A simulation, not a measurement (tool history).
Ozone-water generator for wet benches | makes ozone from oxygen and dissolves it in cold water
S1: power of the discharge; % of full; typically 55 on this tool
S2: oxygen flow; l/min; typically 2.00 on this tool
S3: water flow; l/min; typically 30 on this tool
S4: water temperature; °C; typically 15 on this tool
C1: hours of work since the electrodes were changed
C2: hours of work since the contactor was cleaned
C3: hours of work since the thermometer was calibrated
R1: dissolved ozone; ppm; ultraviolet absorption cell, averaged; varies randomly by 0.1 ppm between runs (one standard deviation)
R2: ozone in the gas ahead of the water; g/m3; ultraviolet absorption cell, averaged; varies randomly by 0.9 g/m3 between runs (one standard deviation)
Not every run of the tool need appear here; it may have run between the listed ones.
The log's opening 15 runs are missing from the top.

run,hour,S1,S2,S3,S4,C1,C2,C3,R1,R2
16,764.3,55,2.00,30,15,1237,2815,1982,5.2,150.7
17,816.4,55,2.00,27,15,1276,2854,2021,6.0,151.2
18,857.4,55,2.00,22,19,1306,2885,2052,7.2,151.2
19,914.2,47,1.63,32,15,1349,2927,2094,4.0,147.6
20,971.7,55,1.13,30,16,1391,2970,2137,3.8,185.6
21,1037.4,55,1.13,27,8,1440,3019,2186,4.4,185.9
22,1104.1,82,2.11,30,15,1490,3069,2236,6.7,186.3
23,1158.6,82,2.11,30,15,1531,3109,2276,6.7,187.0
24,1189.5,55,1.41,39,22,1554,3132,2299,3.2,171.1
25,1225.8,55,1.41,39,22,1581,3159,2326,3.1,170.5

Run 26 has not been measured yet. What should we expect?
26,1279.1,55,1.46,24,15,1621,3199,2366,?,?

Run 26 produced R1 5.8 ppm, R2 170.4 g/m3.
Minus the tool's unlogged condition, the same run would have read R1 5.8 ppm, R2 170.4 g/m3.

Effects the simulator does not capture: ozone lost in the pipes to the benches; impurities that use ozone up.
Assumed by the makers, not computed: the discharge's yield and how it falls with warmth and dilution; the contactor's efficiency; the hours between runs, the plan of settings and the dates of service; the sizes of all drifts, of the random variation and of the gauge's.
